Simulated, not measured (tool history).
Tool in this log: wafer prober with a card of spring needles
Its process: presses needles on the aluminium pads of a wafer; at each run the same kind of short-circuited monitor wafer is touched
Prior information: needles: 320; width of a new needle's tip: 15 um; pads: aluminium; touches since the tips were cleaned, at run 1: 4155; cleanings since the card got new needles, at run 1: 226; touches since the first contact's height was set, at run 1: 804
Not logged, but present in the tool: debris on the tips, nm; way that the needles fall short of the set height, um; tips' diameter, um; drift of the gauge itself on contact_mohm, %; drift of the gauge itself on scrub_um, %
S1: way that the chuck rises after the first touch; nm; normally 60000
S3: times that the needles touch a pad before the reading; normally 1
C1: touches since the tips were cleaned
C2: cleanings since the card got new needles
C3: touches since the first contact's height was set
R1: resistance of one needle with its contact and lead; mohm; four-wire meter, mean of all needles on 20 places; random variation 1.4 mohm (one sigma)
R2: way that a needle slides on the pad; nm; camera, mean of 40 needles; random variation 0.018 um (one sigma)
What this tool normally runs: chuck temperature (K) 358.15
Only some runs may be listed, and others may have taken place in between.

Run 1, hour 0.0: usual settings; C1 4155; C2 226; C3 804. Result: R1 189 mohm, R2 10650 nm.
At hour 4.9: tips cleaned on abrasive film.
At hour 14.7: tips cleaned on abrasive film.
At hour 26.9: tips cleaned on abrasive film.
At hour 36.7: tips cleaned on abrasive film.
At hour 48.9: tips cleaned on abrasive film.
Run 2, hour 52.7: usual settings; C1 2640; C2 231; C3 36959. Result: R1 179 mohm, R2 10590 nm.
At hour 60.0: tips cleaned on abrasive film.
At hour 72.2: tips cleaned on abrasive film.
At hour 82.0: tips cleaned on abrasive film.
Run 3, hour 84.9: usual settings but S1 44000 nm; C1 2022; C2 234; C3 59092. Result: R1 220 mohm, R2 7730 nm.
At hour 92.3: tips cleaned on abrasive film.
At hour 102.0: tips cleaned on abrasive film.
At hour 114.2: tips cleaned on abrasive film.
Run 4, hour 117.7: usual settings but chuck temperature (K) 334.15; C1 2399; C2 237; C3 81604. Result: R1 179 mohm, R2 10580 nm.
At hour 125.0: tips cleaned on abrasive film.
At hour 137.2: tips cleaned on abrasive film.
At hour 149.4: tips cleaned on abrasive film.
At hour 161.6: tips cleaned on abrasive film.
Run 5, hour 169.0: usual settings; C1 5147; C2 241; C3 116914. Result: R1 201 mohm, R2 10500 nm.
At hour 171.5: tips cleaned on abrasive film.
At hour 183.7: tips cleaned on abrasive film.
At hour 195.9: tips cleaned on abrasive film.
At hour 208.1: tips cleaned on abrasive film.
At hour 220.3: tips cleaned on abrasive film.
Run 6, hour 228.5: usual settings but S1 53000 nm; C1 5703; C2 246; C3 157810. Result: R1 226 mohm, R2 9190 nm.
At hour 231.0: tips cleaned on abrasive film.
At hour 240.8: tips cleaned on abrasive film.
At hour 253.0: tips cleaned on abrasive film.
At hour 265.2: tips cleaned on abrasive film.
At hour 275.0: tips cleaned on abrasive film.
At hour 287.1: tips cleaned on abrasive film.
At hour 296.9: tips cleaned on abrasive film.
At hour 297.2: height of the first contact set anew.
Run 7, hour 301.9: usual settings; C1 3215; C2 253; C3 3215. Result: R1 191 mohm, R2 10350 nm.
At hour 309.2: tips cleaned on abrasive film.
At hour 321.4: tips cleaned on abrasive film.
At hour 333.6: tips cleaned on abrasive film.
At hour 345.8: tips cleaned on abrasive film.
Run 8, hour 346.5: usual settings; C1 500; C2 257; C3 33880. Result: R1 155 mohm, R2 10320 nm.
At hour 356.3: tips cleaned on abrasive film.
At hour 368.5: tips cleaned on abrasive film.
At hour 380.6: tips cleaned on abrasive film.
At hour 392.8: tips cleaned on abrasive film.
At hour 402.6: tips cleaned on abrasive film.
Run 9, hour 405.8: usual settings; C1 2202; C2 262; C3 74626. Result: R1 179 mohm, R2 10260 nm.
At hour 410.9: height of the first contact set anew, once more.
At hour 413.4: tips cleaned on abrasive film.
At hour 425.6: tips cleaned on abrasive film.
At hour 437.8: tips cleaned on abrasive film.
At hour 447.6: tips cleaned on abrasive film.
Run 10, hour 447.7: usual settings; C1 105; C2 266; C3 25242. Result: R1 145 mohm, R2 10620 nm.
At hour 457.5: tips cleaned on abrasive film.
At hour 467.3: tips cleaned on abrasive film.
At hour 479.5: tips cleaned on abrasive film.
At hour 489.3: tips cleaned on abrasive film.
At hour 501.4: tips cleaned on abrasive film.
Run 11, hour 510.0: usual settings; C1 5902; C2 271; C3 68018. Result: R1 214 mohm, R2 10560 nm.
At hour 512.5: tips cleaned on abrasive film.
At hour 522.2: tips cleaned on abrasive film.
At hour 534.4: tips cleaned on abrasive film.
At hour 546.6: tips cleaned on abrasive film.
At hour 558.8: tips cleaned on abrasive film.
At hour 571.0: tips cleaned on abrasive film.
Run 12, hour 573.1: usual settings; C1 1473; C2 277; C3 111385. Result: R1 171 mohm, R2 10490 nm.
At hour 582.9: tips cleaned on abrasive film.
At hour 592.7: tips cleaned on abrasive film.
At hour 604.9: tips cleaned on abrasive film.
At hour 614.6: tips cleaned on abrasive film.
Run 13, hour 616.5: usual settings; C1 1272; C2 281; C3 141146. Result: R1 165 mohm, R2 10430 nm.
At hour 626.2: tips cleaned on abrasive film.
At hour 636.0: tips cleaned on abrasive film.
At hour 648.2: tips cleaned on abrasive film.
At hour 658.1: tips cleaned on abrasive film.
Run 14, hour 658.1: usual settings but S1 68000 nm, chuck temperature (K) 339.15; C1 0; C2 285; C3 169698. Result: R1 138 mohm, R2 11860 nm.
At hour 670.2: tips cleaned on abrasive film.
At hour 682.4: tips cleaned on abrasive film.
At hour 694.6: tips cleaned on abrasive film.
At hour 704.4: tips cleaned on abrasive film.
At hour 709.0: height of the first contact set anew.
Run 15, hour 709.0: usual settings but S1 52000 nm, chuck temperature (K) 322.15; C1 3031; C2 289; C3 0. Result: R1 205 mohm, R2 9230 nm.
At hour 716.4: tips cleaned on abrasive film.
At hour 728.6: tips cleaned on abrasive film.
At hour 740.8: tips cleaned on abrasive film.
Run 16, hour 748.5: usual settings but S1 55000 nm, chuck temperature (K) 306.15, S3 2; C1 5385; C2 292; C3 27170. Result: R1 190 mohm, R2 9750 nm.
At hour 751.1: tips cleaned on abrasive film.
At hour 763.3: tips cleaned on abrasive film.
At hour 773.0: tips cleaned on abrasive film.
At hour 785.2: tips cleaned on abrasive film.
At hour 797.4: tips cleaned on abrasive film.
Run 17, hour 799.4: usual settings but chuck temperature (K) 387.15; C1 1373; C2 297; C3 62060. Result: R1 173 mohm, R2 10580 nm.
At hour 809.2: tips cleaned on abrasive film.
At hour 821.3: tips cleaned on abrasive film.
At hour 833.5: tips cleaned on abrasive film.
At hour 843.3: tips cleaned on abrasive film.
Run 18, hour 843.8: usual settings but S1 54000 nm, chuck temperature (K) 320.15; C1 369; C2 301; C3 92593. Result: R1 152 mohm, R2 9500 nm.
At hour 853.6: tips cleaned on abrasive film.
At hour 863.4: tips cleaned on abrasive film.
At hour 875.6: tips cleaned on abrasive film.
At hour 885.3: tips cleaned on abrasive film.
At hour 897.5: tips cleaned on abrasive film.
At hour 909.7: tips cleaned on abrasive film.
Run 19, hour 910.6: usual settings but S1 41000 nm, chuck temperature (K) 347.15; C1 617; C2 307; C3 138456. Result: R1 197 mohm, R2 7090 nm.
At hour 920.4: tips cleaned on abrasive film.
At hour 930.1: tips cleaned on abrasive film.
At hour 942.3: tips cleaned on abrasive film.
Run 20, hour 948.5: usual settings but S1 50000 nm, chuck temperature (K) 347.15, S3 3; C1 4286; C2 310; C3 164528. Result: R1 177 mohm, R2 8680 nm.
At hour 953.5: tips cleaned on abrasive film.
At hour 965.6: tips cleaned on abrasive film.
At hour 977.8: tips cleaned on abrasive film.
At hour 987.6: tips cleaned on abrasive film.
Run 21, hour 994.3: usual settings but S1 50000 nm, chuck temperature (K) 347.15, S3 3; C1 4633; C2 314; C3 195974. Result: R1 178 mohm, R2 8620 nm.
At hour 999.2: tips cleaned on abrasive film.
At hour 1006.8: height of the first contact set anew.
At hour 1011.7: tips cleaned on abrasive film.
At hour 1021.5: tips cleaned on abrasive film.
At hour 1033.7: tips cleaned on abrasive film.
At hour 1045.9: tips cleaned on abrasive film.
At hour 1058.0: tips cleaned on abrasive film.
Run 22, hour 1062.4: usual settings but S1 50000 nm, chuck temperature (K) 347.15, S3 3; C1 2992; C2 320; C3 38183. Result: R1 173 mohm, R2 8820 nm.
At hour 1069.7: tips cleaned on abrasive film.
At hour 1081.9: tips cleaned on abrasive film.
At hour 1094.1: tips cleaned on abrasive film.
Run 23, hour 1094.8: usual settings but S1 50000 nm, chuck temperature (K) 347.15; C1 458; C2 323; C3 60426. Result: R1 171 mohm, R2 8780 nm.
At hour 1104.5: tips cleaned on abrasive film.
At hour 1114.3: tips cleaned on abrasive film.
At hour 1126.5: tips cleaned on abrasive film.
At hour 1136.3: tips cleaned on abrasive film.
Run 24, hour 1143.6: usual settings but S1 50000 nm, chuck temperature (K) 365.15, S3 2; C1 5124; C2 327; C3 94039. Result: R1 206 mohm, R2 8740 nm.

3 ways to go on from here, each from the tool as it stands after run 24. What would each give?
At hour 1146.2: tips cleaned on abrasive film.
At hour 1155.9: tips cleaned on abrasive film.
At hour 1168.1: tips cleaned on abrasive film.
Run A, hour 1176.0: usual settings but S1 56000 nm, chuck temperature (K) 303.15; C1 5483; C2 330; C3 116282. Result: R1 ?, R2 ?.
At hour 1146.2: tips cleaned on abrasive film.
At hour 1155.9: tips cleaned on abrasive film.
At hour 1168.1: tips cleaned on abrasive film.
Run B, hour 1176.0: usual settings but S3 2; C1 5483; C2 330; C3 116282. Result: R1 ?, R2 ?.
At hour 1146.2: tips cleaned on abrasive film.
At hour 1155.9: tips cleaned on abrasive film.
At hour 1168.1: tips cleaned on abrasive film.
Run C, hour 1176.0: usual settings but S1 51000 nm, chuck temperature (K) 323.15, S3 2; C1 5483; C2 330; C3 116282. Result: R1 ?, R2 ?.

run   R1     R2
  A  232   9810
  B  187  10510
  C  208   8910
Take away the tool's hidden state, keep each run's random variation, and the runs would have read:
run   R1     R2
  A  125   9980
  B  131  10670
  C  130   9080
